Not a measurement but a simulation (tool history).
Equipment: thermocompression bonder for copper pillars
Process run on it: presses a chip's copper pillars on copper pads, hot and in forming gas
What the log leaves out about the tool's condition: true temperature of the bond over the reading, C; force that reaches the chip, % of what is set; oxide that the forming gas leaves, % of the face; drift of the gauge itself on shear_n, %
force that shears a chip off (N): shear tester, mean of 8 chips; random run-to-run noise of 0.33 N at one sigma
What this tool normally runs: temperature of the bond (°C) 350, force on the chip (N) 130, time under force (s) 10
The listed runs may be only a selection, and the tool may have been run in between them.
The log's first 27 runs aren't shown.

run	day	temperature of the bond (°C)	force on the chip (N)	time under force (s)	hours of work since the heater was calibrated	hours of work since the force cell was calibrated	hours of work since the gas filter was changed	force that shears a chip off (N)
28	55.171	329	159	11	358	319	163	45.4
29	56.567	329	159	11	374	336	179	44.8
30	59.117	324	159	13	404	365	209	44.9
31	62.075	350	130	11	438	400	243	48.9
32	64.729	349	130	15	469	430	274	53.1
33	67.446	338	130	10	501	462	306	40.2
34	69.308	377	105	5	522	484	327	39.4
35	71.642	377	117	11	549	511	355	58.1
36	73.683	377	117	11	573	534	378	58.0
37	75.950	350	108	7	600	561	405	33.7
# day 76.625: forming gas filter changed
38	78.621	350	90	20	630	592	23	46.3

What does the tool deliver on the next run?
39	80.888	350	90	20	657	618	50	?

force that shears a chip off (N): 45.5
With the hidden condition absent and the run-to-run variation left alone, this run would have shown force that shears a chip off (N) 48.7.
